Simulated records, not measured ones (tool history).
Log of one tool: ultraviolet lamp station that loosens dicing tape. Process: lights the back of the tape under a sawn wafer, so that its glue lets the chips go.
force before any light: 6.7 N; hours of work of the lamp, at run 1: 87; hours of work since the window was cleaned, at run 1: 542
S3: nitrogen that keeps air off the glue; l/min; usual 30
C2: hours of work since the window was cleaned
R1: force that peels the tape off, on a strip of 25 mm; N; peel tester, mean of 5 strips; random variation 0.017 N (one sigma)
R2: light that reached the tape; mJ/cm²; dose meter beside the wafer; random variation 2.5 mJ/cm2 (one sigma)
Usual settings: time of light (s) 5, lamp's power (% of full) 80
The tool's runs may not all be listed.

Run 1, day 0: usual settings; hours of work of the lamp 87; C2 542. Result: R1 1.055 N, R2 266 mJ/cm².
At day 0.9: window cleaned of glue's vapour.
Run 2, day 1.6: usual settings but time of light (s) 3; hours of work of the lamp 107; C2 9. Result: R1 1.827 N, R2 175 mJ/cm².
Run 3, day 2.45: usual settings but S3 53 l/min; hours of work of the lamp 118; C2 20. Result: R1 0.616 N, R2 285 mJ/cm².
Run 4, day 3.788: usual settings; hours of work of the lamp 135; C2 37. Result: R1 0.906 N, R2 289 mJ/cm².
Run 5, day 4.704: usual settings; hours of work of the lamp 147; C2 49. Result: R1 0.882 N, R2 289 mJ/cm².
Run 6, day 6.308: usual settings but S3 24 l/min; hours of work of the lamp 167; C2 69. Result: R1 1.014 N, R2 285 mJ/cm².
Run 7, day 7.75: usual settings; hours of work of the lamp 186; C2 88. Result: R1 0.882 N, R2 279 mJ/cm².
Run 8, day 8.871: usual settings; hours of work of the lamp 200; C2 102. Result: R1 0.885 N, R2 283 mJ/cm².
Run 9, day 9.979: usual settings but time of light (s) 6; hours of work of the lamp 214; C2 116. Result: R1 0.658 N, R2 332 mJ/cm².
Run 10, day 11.108: usual settings but time of light (s) 6; hours of work of the lamp 229; C2 131. Result: R1 0.643 N, R2 332 mJ/cm².
Run 11, day 12.504: usual settings but time of light (s) 6; hours of work of the lamp 247; C2 149. Result: R1 0.69 N, R2 334 mJ/cm².
Run 12, day 14.133: usual settings but time of light (s) 6; hours of work of the lamp 267; C2 170. Result: R1 0.671 N, R2 329 mJ/cm².
Run 13, day 15.6: usual settings but time of light (s) 8; hours of work of the lamp 286; C2 189. Result: R1 0.395 N, R2 432 mJ/cm².
Run 14, day 16.796: usual settings but S3 27 l/min; hours of work of the lamp 302; C2 204. Result: R1 1.049 N, R2 271 mJ/cm².
Run 15, day 18.342: usual settings but S3 27 l/min; hours of work of the lamp 321; C2 224. Result: R1 1.071 N, R2 267 mJ/cm².
Run 16, day 19.725: usual settings but S3 28 l/min; hours of work of the lamp 339; C2 241. Result: R1 1.076 N, R2 265 mJ/cm².
Run 17, day 20.717: usual settings; hours of work of the lamp 352; C2 254. Result: R1 1.02 N, R2 262 mJ/cm².
Run 18, day 21.929: usual settings; hours of work of the lamp 367; C2 270. Result: R1 1.023 N, R2 261 mJ/cm².
Run 19, day 23.033: usual settings; hours of work of the lamp 382; C2 284. Result: R1 1.035 N, R2 261 mJ/cm².
Run 20, day 23.733: usual settings; hours of work of the lamp 391; C2 293. Result: R1 1.037 N, R2 254 mJ/cm².
Run 21, day 24.625: usual settings; hours of work of the lamp 402; C2 304. Result: R1 1.081 N, R2 257 mJ/cm².
Run 22, day 25.725: usual settings but S3 58 l/min; hours of work of the lamp 416; C2 318. Result: R1 0.741 N, R2 259 mJ/cm².
Run 23, day 26.638: usual settings but time of light (s) 3, lamp's power (% of full) 60; hours of work of the lamp 428; C2 330. Result: R1 2.944 N, R2 114 mJ/cm².
Run 24, day 27.554: usual settings but time of light (s) 3, lamp's power (% of full) 74, S3 36 l/min; hours of work of the lamp 440; C2 342. Result: R1 2.235 N, R2 138 mJ/cm².
Run 25, day 28.475: usual settings but time of light (s) 3, lamp's power (% of full) 74, S3 36 l/min; hours of work of the lamp 451; C2 354. Result: R1 2.234 N, R2 143 mJ/cm².
Run 26, day 29.158: usual settings but lamp's power (% of full) 92, S3 12 l/min; hours of work of the lamp 460; C2 362. Result: R1 1.583 N, R2 289 mJ/cm².
Run 27, day 30.733: usual settings but time of light (s) 4, S3 12 l/min; hours of work of the lamp 480; C2 383. Result: R1 2.453 N, R2 198 mJ/cm².
Run 28, day 31.433: usual settings but time of light (s) 4, S3 12 l/min; hours of work of the lamp 489; C2 392. Result: R1 2.441 N, R2 198 mJ/cm².
Run 29, day 33.008: usual settings but time of light (s) 3, lamp's power (% of full) 84, S3 37 l/min; hours of work of the lamp 510; C2 412. Result: R1 1.922 N, R2 155 mJ/cm².
Run 30, day 33.725: usual settings but time of light (s) 3, lamp's power (% of full) 84, S3 37 l/min; hours of work of the lamp 519; C2 421. Result: R1 2.02 N, R2 150 mJ/cm².
Run 31, day 35.012: usual settings but lamp's power (% of full) 78, S3 56 l/min; hours of work of the lamp 535; C2 437. Result: R1 0.9 N, R2 233 mJ/cm².
Run 32, day 35.879: usual settings but S3 57 l/min; hours of work of the lamp 546; C2 449. Result: R1 0.855 N, R2 240 mJ/cm².
Run 33, day 36.667: usual settings but time of light (s) 7, lamp's power (% of full) 65, S3 59 l/min; hours of work of the lamp 556; C2 459. Result: R1 0.654 N, R2 273 mJ/cm².
Run 34, day 37.875: usual settings but time of light (s) 7, lamp's power (% of full) 81, S3 50 l/min; hours of work of the lamp 572; C2 474. Result: R1 0.469 N, R2 341 mJ/cm².
Run 35, day 39.379: usual settings but time of light (s) 7, lamp's power (% of full) 81, S3 50 l/min; hours of work of the lamp 591; C2 493. Result: R1 0.465 N, R2 329 mJ/cm².
Run 36, day 41.021: usual settings but time of light (s) 3, lamp's power (% of full) 81, S3 50 l/min; hours of work of the lamp 612; C2 515. Result: R1 1.984 N, R2 143 mJ/cm².
Run 37, day 42.646: usual settings but time of light (s) 9, lamp's power (% of full) 76; hours of work of the lamp 633; C2 535. Result: R1 0.462 N, R2 397 mJ/cm².
At day 44.071: window cleaned of glue's vapour.
Run 38, day 44.071: usual settings but lamp's power (% of full) 99, S3 18 l/min; hours of work of the lamp 651; C2 0. Result: R1 1.084 N, R2 312 mJ/cm².
Run 39, day 44.996: usual settings but lamp's power (% of full) 99, S3 18 l/min; hours of work of the lamp 663; C2 12. Result: R1 1.137 N, R2 308 mJ/cm².
Run 40, day 46.167: usual settings but time of light (s) 3, lamp's power (% of full) 64, S3 20 l/min; hours of work of the lamp 678; C2 27. Result: R1 3.14 N, R2 117 mJ/cm².
Run 41, day 47.179: usual settings but time of light (s) 4, S3 31 l/min; hours of work of the lamp 691; C2 40. Result: R1 1.54 N, R2 199 mJ/cm².

4 ways to go on from here, each from the tool as it stands after run 41. What would each give?
Run A, day 47.971: usual settings but S3 50 l/min; hours of work of the lamp 701; C2 50. Result: R1 ?, R2 ?.
Run B, day 47.971: usual settings but lamp's power (% of full) 68; hours of work of the lamp 701; C2 50. Result: R1 ?, R2 ?.
Run C, day 47.971: usual settings but time of light (s) 4, S3 31 l/min; hours of work of the lamp 701; C2 50. Result: R1 ?, R2 ?.
Run D, day 47.971: usual settings but time of light (s) 2; hours of work of the lamp 701; C2 50. Result: R1 ?, R2 ?.

run     R1   R2
  A  0.874  247
  B  1.437  206
  C  1.609  197
  D   3.13   99
Without the tool's hidden state the same runs would have given:
run     R1   R2
  A  0.581  306
  B  1.029  256
  C  1.169  244
  D  2.641  122

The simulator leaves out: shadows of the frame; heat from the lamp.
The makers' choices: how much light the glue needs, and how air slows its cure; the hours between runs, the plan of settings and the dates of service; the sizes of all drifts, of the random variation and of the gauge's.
